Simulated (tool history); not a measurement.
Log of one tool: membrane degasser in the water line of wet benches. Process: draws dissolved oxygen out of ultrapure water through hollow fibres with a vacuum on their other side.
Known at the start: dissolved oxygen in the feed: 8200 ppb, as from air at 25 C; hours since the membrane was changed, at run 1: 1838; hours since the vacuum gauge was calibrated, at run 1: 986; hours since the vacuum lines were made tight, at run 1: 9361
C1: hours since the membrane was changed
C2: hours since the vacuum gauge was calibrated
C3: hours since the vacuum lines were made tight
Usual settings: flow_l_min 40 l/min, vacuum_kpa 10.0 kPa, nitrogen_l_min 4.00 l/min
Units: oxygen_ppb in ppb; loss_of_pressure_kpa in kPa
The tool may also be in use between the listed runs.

{"run": 1, "hour": 0.0, "flow_l_min": 40, "vacuum_kpa": 10.0, "nitrogen_l_min": 4.0, "C1": 1838, "C2": 986, "C3": 9361, "oxygen_ppb": 187.0, "loss_of_pressure_kpa": 67.29}
{"run": 2, "hour": 95.0, "flow_l_min": 40, "vacuum_kpa": 10.0, "nitrogen_l_min": 9.08, "C1": 1933, "C2": 1081, "C3": 9456, "oxygen_ppb": 101.8, "loss_of_pressure_kpa": 67.15}
{"run": 3, "hour": 264.1, "flow_l_min": 40, "vacuum_kpa": 10.0, "nitrogen_l_min": 4.0, "C1": 2102, "C2": 1250, "C3": 9625, "oxygen_ppb": 186.3, "loss_of_pressure_kpa": 67.36}
{"run": 4, "hour": 450.1, "flow_l_min": 40, "vacuum_kpa": 10.0, "nitrogen_l_min": 4.0, "C1": 2288, "C2": 1436, "C3": 9811, "oxygen_ppb": 184.8, "loss_of_pressure_kpa": 67.44}
{"run": 5, "hour": 567.1, "flow_l_min": 40, "vacuum_kpa": 10.0, "nitrogen_l_min": 4.0, "C1": 2405, "C2": 1553, "C3": 9928, "oxygen_ppb": 185.8, "loss_of_pressure_kpa": 67.21}
{"run": 6, "hour": 720.5, "flow_l_min": 40, "vacuum_kpa": 10.0, "nitrogen_l_min": 4.0, "C1": 2558, "C2": 1707, "C3": 10081, "oxygen_ppb": 182.1, "loss_of_pressure_kpa": 67.02}
{"run": 7, "hour": 856.6, "flow_l_min": 27, "vacuum_kpa": 15.8, "nitrogen_l_min": 11.9, "C1": 2694, "C2": 1843, "C3": 10217, "oxygen_ppb": 74.7, "loss_of_pressure_kpa": 45.39}
{"run": 8, "hour": 961.1, "flow_l_min": 27, "vacuum_kpa": 10.0, "nitrogen_l_min": 5.59, "C1": 2799, "C2": 1948, "C3": 10322, "oxygen_ppb": 85.3, "loss_of_pressure_kpa": 45.38}
{"run": 9, "hour": 1142.4, "flow_l_min": 27, "vacuum_kpa": 7.6, "nitrogen_l_min": 5.59, "C1": 2980, "C2": 2129, "C3": 10503, "oxygen_ppb": 56.1, "loss_of_pressure_kpa": 45.43}
{"run": 10, "hour": 1269.3, "flow_l_min": 31, "vacuum_kpa": 14.0, "nitrogen_l_min": 10.63, "C1": 3107, "C2": 2256, "C3": 10630, "oxygen_ppb": 88.3, "loss_of_pressure_kpa": 52.4}
{"run": 11, "hour": 1430.0, "flow_l_min": 26, "vacuum_kpa": 7.5, "nitrogen_l_min": 4.0, "C1": 3268, "C2": 2416, "C3": 10791, "oxygen_ppb": 71.9, "loss_of_pressure_kpa": 43.62}

3 ways to go on from here, each from the tool as it stands after run 11. What would each give?
{"run": "A", "hour": 1542.3, "flow_l_min": 40, "vacuum_kpa": 22.0, "nitrogen_l_min": 4.0, "C1": 3380, "C2": 2529, "C3": 10903, "oxygen_ppb": "?", "loss_of_pressure_kpa": "?"}
{"run": "B", "hour": 1542.3, "flow_l_min": 35, "vacuum_kpa": 6.1, "nitrogen_l_min": 4.01, "C1": 3380, "C2": 2529, "C3": 10903, "oxygen_ppb": "?", "loss_of_pressure_kpa": "?"}
{"run": "C", "hour": 1542.3, "flow_l_min": 62, "vacuum_kpa": 14.6, "nitrogen_l_min": 3.84, "C1": 3380, "C2": 2529, "C3": 10903, "oxygen_ppb": "?", "loss_of_pressure_kpa": "?"}

run=A oxygen_ppb=448.6 loss_of_pressure_kpa=67.19
run=B oxygen_ppb=77.1 loss_of_pressure_kpa=58.75
run=C oxygen_ppb=511.8 loss_of_pressure_kpa=104.37
Without the tool's hidden state the same runs would have given:
run=A oxygen_ppb=448.4 loss_of_pressure_kpa=67.16
run=B oxygen_ppb=77.0 loss_of_pressure_kpa=58.72
run=C oxygen_ppb=511.5 loss_of_pressure_kpa=104.33
